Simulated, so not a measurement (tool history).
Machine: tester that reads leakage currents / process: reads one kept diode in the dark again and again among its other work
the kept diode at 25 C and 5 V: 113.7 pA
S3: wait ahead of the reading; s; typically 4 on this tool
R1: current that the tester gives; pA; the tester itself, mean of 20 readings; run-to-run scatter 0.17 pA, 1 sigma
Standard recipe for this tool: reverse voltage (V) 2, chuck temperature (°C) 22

run 1 day=0 | reverse_voltage_(V)=2 chuck_temperature_(°C)=22 S3=4 | R1=55.51
run 2 day=2.367 | reverse_voltage_(V)=2 chuck_temperature_(°C)=22 S3=4 | R1=55.68
run 3 day=6.058 | reverse_voltage_(V)=2 chuck_temperature_(°C)=22 S3=4 | R1=56.12
run 4 day=10.083 | reverse_voltage_(V)=2 chuck_temperature_(°C)=22 S3=4 | R1=56.22
run 5 day=15.162 | reverse_voltage_(V)=2 chuck_temperature_(°C)=22 S3=4 | R1=57.05
run 6 day=19.721 | reverse_voltage_(V)=2 chuck_temperature_(°C)=22 S3=4 | R1=57.37
run 7 day=23.188 | reverse_voltage_(V)=2 chuck_temperature_(°C)=22 S3=4 | R1=57.54
run 8 day=27.738 | reverse_voltage_(V)=2 chuck_temperature_(°C)=22 S3=4 | R1=58.22
run 9 day=32.471 | reverse_voltage_(V)=2 chuck_temperature_(°C)=47 S3=4 | R1=316.13
run 10 day=37.946 | reverse_voltage_(V)=19.9 chuck_temperature_(°C)=22 S3=4 | R1=218.8
run 11 day=40.442 | reverse_voltage_(V)=2 chuck_temperature_(°C)=59 S3=4 | R1=657.49
run 12 day=44.783 | reverse_voltage_(V)=2 chuck_temperature_(°C)=25 S3=4 | R1=73.53
run 13 day=48.683 | reverse_voltage_(V)=2 chuck_temperature_(°C)=25 S3=4 | R1=74.16
run 14 day=54.212 | reverse_voltage_(V)=2 chuck_temperature_(°C)=34 S3=4 | R1=139.08
run 15 day=57.896 | reverse_voltage_(V)=2 chuck_temperature_(°C)=34 S3=4 | R1=139.53
run 16 day=61.612 | reverse_voltage_(V)=2 chuck_temperature_(°C)=34 S3=4 | R1=140.3
run 17 day=65.742 | reverse_voltage_(V)=2 chuck_temperature_(°C)=22 S3=4 | R1=61.28
run 18 day=70.308 | reverse_voltage_(V)=2 chuck_temperature_(°C)=20 S3=4 | R1=53.39
run 19 day=74.85 | reverse_voltage_(V)=2 chuck_temperature_(°C)=22 S3=4 | R1=62.2
run 20 day=77.596 | reverse_voltage_(V)=2 chuck_temperature_(°C)=22 S3=4 | R1=62.25
run 21 day=82.238 | reverse_voltage_(V)=2 chuck_temperature_(°C)=22 S3=4 | R1=62.81
run 22 day=84.892 | reverse_voltage_(V)=2 chuck_temperature_(°C)=45 S3=3.31 | R1=295.03
run 23 day=89.925 | reverse_voltage_(V)=14.33 chuck_temperature_(°C)=36 S3=0.48 | R1=511.55
run 24 day=93.621 | reverse_voltage_(V)=14.33 chuck_temperature_(°C)=22 S3=0.48 | R1=207.73
run 25 day=98.112 | reverse_voltage_(V)=14.33 chuck_temperature_(°C)=22 S3=0.48 | R1=210.69
run 26 day=102.171 | reverse_voltage_(V)=5.35 chuck_temperature_(°C)=22 S3=0.88 | R1=115.48
run 27 day=107.483 | reverse_voltage_(V)=8.82 chuck_temperature_(°C)=40 S3=8.95 | R1=506.96
run 28 day=110.55 | reverse_voltage_(V)=8.82 chuck_temperature_(°C)=40 S3=8.95 | R1=506.36
-- day=113.162 chuck's temperature calibrated
run 29 day=116.217 | reverse_voltage_(V)=2.43 chuck_temperature_(°C)=52 S3=4 | R1=477.97
run 30 day=120.575 | reverse_voltage_(V)=2.43 chuck_temperature_(°C)=52 S3=4 | R1=478.77
run 31 day=122.871 | reverse_voltage_(V)=1.06 chuck_temperature_(°C)=22 S3=1.65 | R1=41.58
run 32 day=125.312 | reverse_voltage_(V)=1.06 chuck_temperature_(°C)=22 S3=1.65 | R1=41.69
run 33 day=127.788 | reverse_voltage_(V)=2 chuck_temperature_(°C)=22 S3=2.07 | R1=60.4
run 34 day=131.121 | reverse_voltage_(V)=3.15 chuck_temperature_(°C)=25 S3=4 | R1=96.64
run 35 day=133.379 | reverse_voltage_(V)=16.25 chuck_temperature_(°C)=54 S3=8.09 | R1=1567.9
run 36 day=137.442 | reverse_voltage_(V)=16.25 chuck_temperature_(°C)=60 S3=8.09 | R1=2242.11
run 37 day=140.117 | reverse_voltage_(V)=4.97 chuck_temperature_(°C)=22 S3=2.83 | R1=103.58
run 38 day=142.721 | reverse_voltage_(V)=2.52 chuck_temperature_(°C)=41 S3=4 | R1=251.85
run 39 day=147.125 | reverse_voltage_(V)=4.96 chuck_temperature_(°C)=41 S3=0.41 | R1=370.73
-- day=147.729 probe card cleaned and baked
run 40 day=152.85 | reverse_voltage_(V)=2 chuck_temperature_(°C)=26 S3=1.91 | R1=79.62
run 41 day=157.875 | reverse_voltage_(V)=2 chuck_temperature_(°C)=22 S3=0.31 | R1=62.14

Each row is a separate what-if for the run after 41, all from the same tool condition, not one after another. Results?
run A day=161.892 | reverse_voltage_(V)=6.23 chuck_temperature_(°C)=21 S3=1.52 | R1=?
run B day=161.892 | reverse_voltage_(V)=2 chuck_temperature_(°C)=22 S3=4.64 | R1=?
run C day=161.892 | reverse_voltage_(V)=2 chuck_temperature_(°C)=35 S3=4 | R1=?

run=A R1=105.43
run=B R1=60.01
run=C R1=150.93
Without the tool's hidden state the same runs would have given:
run=A R1=96.73
run=B R1=55.18
run=C R1=139.8
